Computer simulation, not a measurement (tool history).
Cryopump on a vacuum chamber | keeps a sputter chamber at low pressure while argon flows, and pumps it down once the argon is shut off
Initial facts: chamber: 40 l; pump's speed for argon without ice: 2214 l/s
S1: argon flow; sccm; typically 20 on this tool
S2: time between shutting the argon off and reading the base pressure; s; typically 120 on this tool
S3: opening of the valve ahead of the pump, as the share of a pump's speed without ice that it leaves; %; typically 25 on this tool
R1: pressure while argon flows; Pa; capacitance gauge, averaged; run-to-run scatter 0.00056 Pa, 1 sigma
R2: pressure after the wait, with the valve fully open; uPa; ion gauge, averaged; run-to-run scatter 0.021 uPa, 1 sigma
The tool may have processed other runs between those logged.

| run | hour | S1 | S2 | S3 | R1 | R2 |
|---|---|---|---|---|---|---|
| 1 | 0 | 20 | 120 | 25 | 0.0657 | 0.59 |
| 2 | 78.1 | 20 | 120 | 25 | 0.0669 | 0.55 |
| 3 | 170.7 | 20 | 120 | 25 | 0.0667 | 0.57 |
| 4 | 284.7 | 20 | 120 | 17 | 0.096 | 0.64 |
| 5 | 400.3 | 20 | 120 | 17 | 0.0981 | 0.66 |
| 6 | 492.8 | 20 | 120 | 17 | 0.0982 | 0.68 |
| 7 | 581.6 | 20 | 120 | 17 | 0.0905 | 0.56 |
| 8 | 680.1 | 20 | 120 | 17 | 0.0913 | 0.55 |
| 9 | 760 | 20 | 120 | 17 | 0.0908 | 0.56 |
| 10 | 854.9 | 20 | 120 | 17 | 0.0905 | 0.62 |
| 11 | 915.1 | 20 | 120 | 17 | 0.0924 | 0.57 |
| 12 | 981.7 | 24 | 120 | 25 | 0.0761 | 0.61 |
| 13 | 1065.7 | 24 | 120 | 25 | 0.0769 | 0.6 |
| 14 | 1158.2 | 24 | 120 | 25 | 0.077 | 0.63 |
| 15 | 1249.4 | 20 | 120 | 25 | 0.0648 | 0.63 |
| 16 | 1349.6 | 20 | 120 | 17 | 0.0939 | 0.67 |
| 17 | 1450.9 | 20 | 120 | 17 | 0.0943 | 0.44 |
| 18 | 1500.5 | 20 | 120 | 17 | 0.0953 | 0.5 |
| 19 | 1564.8 | 20 | 120 | 17 | 0.096 | 0.46 |
| 20 | 1676.9 | 10 | 28 | 25 | 0.0339 | 1.38 |
| 21 | 1780.6 | 16 | 92 | 31 | 0.0466 | 0.59 |
| 22 | 1830.8 | 16 | 92 | 31 | 0.0452 | 0.62 |
| 23 | 1934.3 | 17 | 92 | 31 | 0.0491 | 0.67 |
| 24 | 2019.8 | 17 | 92 | 31 | 0.0432 | 0.53 |
| 25 | 2140.1 | 20 | 120 | 19 | 0.0818 | 0.52 |
| 26 | 2261.3 | 20 | 120 | 19 | 0.0818 | 0.54 |
| 27 | 2338.5 | 20 | 120 | 19 | 0.0837 | 0.51 |
| 28 | 2430.7 | 15 | 48 | 51 | 0.0248 | 0.9 |
| 29 | 2542.9 | 15 | 48 | 51 | 0.0245 | 0.9 |
| 30 | 2650.2 | 19 | 95 | 25 | 0.0622 | 0.58 |
| 31 | 2760.7 | 19 | 40 | 25 | 0.0616 | 1.08 |
| 32 | 2823.9 | 19 | 40 | 25 | 0.0636 | 1.09 |
| 33 | 2915.2 | 37 | 227 | 29 | 0.1077 | 0.46 |
| 34 | 3023.2 | 17 | 120 | 59 | 0.0263 | 0.63 |
| 35 | 3076.8 | 21 | 245 | 37 | 0.0499 | 0.46 |

Not shown here: 3 entries made in the log between runs. Locate each between two listed runs and compare the hidden state at the listed run before it with the hidden state at the listed run after it:
Between runs 6 and 7: pump warmed up, emptied and cooled again (hour 580.3)
  pump's speed, % of a pump's without ice: 66.4 -> 99.5; cold plate's temperature, K: 13.37 -> 13.41; leak into the chamber, uPa l/s: 576 -> 585
  the result without the hidden state subtracted from the measured one, R1: +0.0084 -> +0.0006 Pa; R2: +0.27 -> +0.14 uPa
Between runs 16 and 17: leaking fittings of the chamber tightened, without venting (hour 1390.8)
  pump's speed, % of a pump's without ice: 80.9 -> 78.5; cold plate's temperature, K: 13.72 -> 13.77; leak into the chamber, uPa l/s: 671 -> 342
  the result without the hidden state subtracted from the measured one, R1: +0.0043 -> +0.0049 Pa; R2: +0.25 -> +0.07 uPa
Between runs 23 and 24: pump warmed up, emptied and cooled again (hour 1998.4)
  pump's speed, % of a pump's without ice: 66.2 -> 99; cold plate's temperature, K: 13.96 -> 13.99; leak into the chamber, uPa l/s: 397 -> 407
  the result without the hidden state subtracted from the measured one, R1: +0.0074 -> +0.0007 Pa; R2: +0.15 -> +0.06 uPa
